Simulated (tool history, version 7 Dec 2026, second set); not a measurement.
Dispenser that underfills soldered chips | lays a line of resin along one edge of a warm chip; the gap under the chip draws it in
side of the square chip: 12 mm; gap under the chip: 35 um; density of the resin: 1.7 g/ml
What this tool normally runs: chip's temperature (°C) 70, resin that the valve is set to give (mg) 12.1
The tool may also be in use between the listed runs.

| run | day | chip's temperature (°C) | resin that the valve is set to give (mg) | time until the resin shows at the far edge (s) | resin that the valve gave (mg) |
|---|---|---|---|---|---|
| 1 | 0 | 70 | 12.1 | 231.9 | 11.64 |
| 2 | 0.158 | 70 | 12.1 | 261.1 | 11.75 |
|  | 0.188 | new syringe of resin |
| 3 | 0.371 | 70 | 12.1 | 225.7 | 11.84 |
| 4 | 0.488 | 70 | 12.1 | 248.3 | 11.67 |
|  | 0.554 | new syringe of resin |
| 5 | 0.7 | 70 | 12.1 | 216 | 11.76 |
| 6 | 0.833 | 67 | 12.1 | 287.5 | 11.81 |
|  | 0.917 | new syringe of resin |
| 7 | 1.038 | 70 | 12.1 | 213.2 | 11.62 |
|  | 1.275 | new syringe of resin |
| 8 | 1.3 | 70 | 12.1 | 204.9 | 11.75 |
| 9 | 1.538 | 70 | 12.1 | 246.8 | 11.73 |
|  | 1.646 | new syringe of resin |
| 10 | 1.7 | 70 | 12.1 | 208.2 | 11.56 |
| 11 | 1.838 | 62 | 12.1 | 353.9 | 11.71 |
|  | 2.008 | new syringe of resin |
| 12 | 2.05 | 70 | 12.1 | 204.2 | 11.67 |
| 13 | 2.225 | 70 | 12.1 | 237 | 11.52 |
|  | 2.383 | new syringe of resin |
| 14 | 2.438 | 70 | 12.1 | 204.9 | 11.69 |
|  | 2.492 | dispensing valve cleaned and set on the balance |
| 15 | 2.596 | 70 | 12.1 | 224.4 | 12.14 |
|  | 2.796 | new syringe of resin |
| 16 | 2.862 | 70 | 12.1 | 211.3 | 12 |
| 17 | 3.071 | 56 | 15.5 | 522.2 | 15.52 |
|  | 3.167 | new syringe of resin |
| 18 | 3.308 | 61 | 14.5 | 339.4 | 14.54 |
| 19 | 3.429 | 75 | 12.1 | 184.2 | 11.98 |
|  | 3.542 | new syringe of resin |
| 20 | 3.608 | 70 | 11 | 207.5 | 10.84 |
| 21 | 3.75 | 64 | 11.4 | 324.8 | 11.4 |
| 22 | 3.879 | 64 | 11.4 | 362.7 | 11.25 |
|  | 3.912 | new syringe of resin |
| 23 | 4.154 | 84 | 11.1 | 116.8 | 11 |
|  | 4.283 | new syringe of resin |
| 24 | 4.388 | 59 | 14.5 | 362.8 | 14.23 |
| 25 | 4.621 | 59 | 12.2 | 447.4 | 12 |
|  | 4.65 | new syringe of resin |
| 26 | 4.771 | 61 | 14 | 336.5 | 13.97 |
| 27 | 4.904 | 63 | 12.1 | 349.2 | 11.84 |
|  | 5.012 | new syringe of resin |
| 28 | 5.196 | 78 | 12.1 | 148.5 | 11.95 |
|  | 5.371 | new syringe of resin |
| 29 | 5.45 | 58 | 13.2 | 396.6 | 12.96 |
| 30 | 5.579 | 70 | 12.4 | 233.5 | 12.18 |
|  | 5.746 | new syringe of resin |
| 31 | 5.821 | 70 | 13.2 | 202.5 | 12.74 |

Difference, measured minus no-hidden-state, one row per run. Run-to-run variation is common to both terms; the gauge's own scatter need not be:
The tool's hidden condition here consists of: resin's viscosity, % of fresh resin's; dose that the valve gives, % of what is set; true chip temperature over the reading, C; drift of the gauge itself on fill_s, %; drift of the gauge itself on given_mg, %.
| run | time until the resin shows at the far edge (s) | resin that the valve gave (mg) |
|---|---|---|
| 1 | +35.3 | -0.3 |
| 2 | +66.7 | -0.31 |
| 3 | +30.9 | -0.33 |
| 4 | +54.1 | -0.34 |
| 5 | +24.4 | -0.36 |
| 6 | +59.1 | -0.37 |
| 7 | +21.1 | -0.38 |
| 8 | +10.4 | -0.41 |
| 9 | +54 | -0.42 |
| 10 | +11.6 | -0.43 |
| 11 | +54.9 | -0.44 |
| 12 | +8.8 | -0.46 |
| 13 | +40.6 | -0.47 |
| 14 | +12 | -0.49 |
| 15 | +29.9 | -0.02 |
| 16 | +16.7 | -0.04 |
| 17 | +117.4 | -0.07 |
| 18 | +38.1 | -0.09 |
| 19 | +36.3 | -0.09 |
| 20 | +12.7 | -0.09 |
| 21 | +53.5 | -0.11 |
| 22 | +89.7 | -0.11 |
| 23 | +20.2 | -0.13 |
| 24 | +25 | -0.19 |
| 25 | +104 | -0.18 |
| 26 | +34.4 | -0.21 |
| 27 | +68.9 | -0.19 |
| 28 | +21 | -0.22 |
| 29 | +32.8 | -0.26 |
| 30 | +41.7 | -0.25 |
| 31 | +10.7 | -0.28 |

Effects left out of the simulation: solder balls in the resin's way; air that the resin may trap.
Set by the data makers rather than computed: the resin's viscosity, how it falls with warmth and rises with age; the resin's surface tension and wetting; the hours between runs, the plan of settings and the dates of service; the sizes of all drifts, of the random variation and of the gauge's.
